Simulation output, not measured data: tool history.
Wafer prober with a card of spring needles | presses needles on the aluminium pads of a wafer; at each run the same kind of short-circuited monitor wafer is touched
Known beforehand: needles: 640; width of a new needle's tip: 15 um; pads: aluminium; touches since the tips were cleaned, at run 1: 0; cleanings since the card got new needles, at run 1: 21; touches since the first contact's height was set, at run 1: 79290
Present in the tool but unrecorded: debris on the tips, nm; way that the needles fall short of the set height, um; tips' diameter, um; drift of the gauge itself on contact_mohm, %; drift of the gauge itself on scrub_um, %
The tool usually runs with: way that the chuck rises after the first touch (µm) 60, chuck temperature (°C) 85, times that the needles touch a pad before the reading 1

run   hour  way that the chuck rises after the first touch (µm)  chuck temperature (°C)  times that the needles touch a pad before the reading  touches since the tips were cleaned  cleanings since the card got new needles  touches since the first contact's height was set  resistance of one needle with its contact and lead (mohm)  way that a needle slides on the pad (µm)
  1    0.0                                                   60                      85                                                      1                                    0                                        21                                             79290                                                        242                                     12.67
  2    6.7                                                   60                      85                                                      1                                  997                                        21                                             80287                                                        266                                     12.75
  3   15.3                                                   60                      85                                                      1                                 2262                                        21                                             81552                                                        282                                     12.73
      21.8  -- tips cleaned on abrasive film
  4   24.1                                                   60                      85                                                      1                                  328                                        22                                             82839                                                        250                                     12.70
  5   37.4                                                   60                      85                                                      1                                 2303                                        22                                             84814                                                        282                                     12.71
  6   43.5                                                   60                      85                                                      1                                 3210                                        22                                             85721                                                        285                                     12.64
      44.5  -- tips cleaned on abrasive film
  7   54.7                                                   60                      85                                                      1                                 1502                                        23                                             87357                                                        271                                     12.72
      67.0  -- tips cleaned on abrasive film
  8   67.9                                                   60                      85                                                      1                                  129                                        24                                             89299                                                        245                                     12.76
  9   78.5                                                   60                      85                                                      1                                 1703                                        24                                             90873                                                        273                                     12.89
      89.4  -- tips cleaned on abrasive film
 10   89.6                                                   60                      85                                                      1                                   32                                        25                                             92502                                                        243                                     12.69
 11  103.7                                                   60                      85                                                      1                                 2110                                        25                                             94580                                                        274                                     12.54
     111.8  -- tips cleaned on abrasive film
 12  111.8                                                   60                      85                                                      1                                   14                                        26                                             95779                                                        241                                     12.70
 13  122.4                                                   47                      85                                                      1                                 1582                                        26                                             97347                                                        299                                      9.92
     134.4  -- tips cleaned on abrasive film
 14  136.7                                                   47                      85                                                      1                                  339                                        27                                             99442                                                        262                                      9.55
     142.2  -- height of the first contact set anew
 15  151.1                                                   64                      85                                                      2                                 2429                                        27                                              1321                                                        261                                     13.93
     157.0  -- tips cleaned on abrasive film
 16  159.9                                                   49                      43                                                      2                                  434                                        28                                              2616                                                        244                                     10.71
 17  172.5                                                   49                      85                                                      1                                 2294                                        28                                              4476                                                        300                                     10.63
     179.5  -- tips cleaned on abrasive film
 18  182.2                                                   50                      27                                                      1                                  409                                        29                                              5899                                                        247                                     10.76
 19  190.2                                                   50                      27                                                      1                                 1586                                        29                                              7076                                                        274                                     11.00
 20  199.6                                                   62                      85                                                      1                                 2989                                        29                                              8479                                                        285                                     13.39
     201.5  -- tips cleaned on abrasive film
 21  209.3                                                   62                      85                                                      1                                 1162                                        30                                              9897                                                        265                                     13.48
 22  221.6                                                   73                      98                                                      3                                 2976                                        30                                             11711                                                        254                                     15.83
     223.6  -- tips cleaned on abrasive film
 23  234.8                                                   59                      85                                                      3                                 1663                                        31                                             13662                                                        250                                     12.88
     246.4  -- tips cleaned on abrasive film
 24  247.9                                                   42                      76                                                      2                                  217                                        32                                             15576                                                        254                                      8.92
 25  254.8                                                   42                      76                                                      2                                 1239                                        32                                             16598                                                        276                                      9.00
 26  264.7                                                   40                     120                                                      1                                 2703                                        32                                             18062                                                        350                                      8.62
     268.4  -- tips cleaned on abrasive film
 27  278.2                                                   60                      97                                                      3                                 1452                                        33                                             20047                                                        252                                     12.83

Estimate the outcome of run 28 from the log above:
     290.8  -- tips cleaned on abrasive film
 28  290.8                                                   60                      62                                                      1                                    0                                        34                                             21909                                                          ?                                         ?

For run 28 the tool returned resistance of one needle with its contact and lead (mohm) 235, way that a needle slides on the pad (µm) 13.09.
Had the tool carried no hidden state, the very same run would have given resistance of one needle with its contact and lead (mohm) 231, way that a needle slides on the pad (µm) 13.22.
